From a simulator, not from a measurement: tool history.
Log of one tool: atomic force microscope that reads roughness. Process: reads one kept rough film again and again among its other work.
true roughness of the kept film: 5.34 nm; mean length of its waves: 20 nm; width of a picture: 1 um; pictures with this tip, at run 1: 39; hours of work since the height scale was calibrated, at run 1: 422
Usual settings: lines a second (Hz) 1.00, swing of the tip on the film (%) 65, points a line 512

run,hour,lines a second (Hz),swing of the tip on the film (%),points a line,pictures with this tip,hours of work since the height scale was calibrated,roughness of the kept film (nm (root mean square))
1,0.0,1.00,65,512,39,422,3.464
2,13.1,1.00,65,512,62,429,3.386
3,27.3,1.00,73,512,87,436,3.261
4,45.2,1.00,73,512,119,445,3.149
5,62.2,1.00,73,512,148,454,3.089
6,77.6,1.00,65,696,176,461,3.121
7,94.9,1.49,65,512,206,470,2.977
8,106.8,1.49,65,512,227,476,2.922
9,127.3,1.49,65,512,263,487,2.810
10,146.4,1.49,62,512,297,496,2.790
11,158.1,1.49,62,512,318,502,2.751
12,170.0,1.49,62,512,339,508,2.695
# hour 172.0: new tip fitted
13,192.1,1.49,62,512,36,519,3.456
14,213.9,1.00,65,512,74,530,3.374
# hour 216.9: height scale calibrated on a step standard
15,226.2,1.00,65,269,94,5,3.241
16,236.2,1.00,65,611,112,10,3.253
17,247.9,2.27,65,299,132,16,2.999
18,258.7,1.37,79,512,151,21,2.926
19,274.1,1.37,79,512,179,29,2.858
20,286.9,1.37,79,512,201,36,2.799
# hour 293.7: height scale calibrated on a step standard, once more
21,299.2,2.28,64,691,221,3,2.892
22,317.4,1.00,63,512,253,12,2.950
23,330.2,2.13,78,408,276,19,2.559
24,338.9,1.00,63,646,291,23,2.882
25,357.2,2.29,74,645,323,32,2.518
26,366.4,2.29,67,645,339,37,2.615
# hour 368.9: new tip fitted
27,388.1,1.00,67,512,34,48,3.474
28,400.2,1.00,66,270,55,54,3.349
29,421.4,0.65,56,308,93,65,3.370

Forecast each of these 5 alternatives for the next run:
A,443.1,3.47,62,579,131,76,?
B,443.1,0.65,56,660,131,76,?
C,443.1,1.31,65,512,131,76,?
D,443.1,3.75,58,715,131,76,?
E,443.1,0.73,56,308,131,76,?

run,roughness of the kept film (nm (root mean square))
A,3.004
B,3.304
C,3.166
D,3.091
E,3.224
Without the tool's hidden state the same runs would have given:
run,roughness of the kept film (nm (root mean square))
A,3.473
B,3.819
C,3.660
D,3.572
E,3.726

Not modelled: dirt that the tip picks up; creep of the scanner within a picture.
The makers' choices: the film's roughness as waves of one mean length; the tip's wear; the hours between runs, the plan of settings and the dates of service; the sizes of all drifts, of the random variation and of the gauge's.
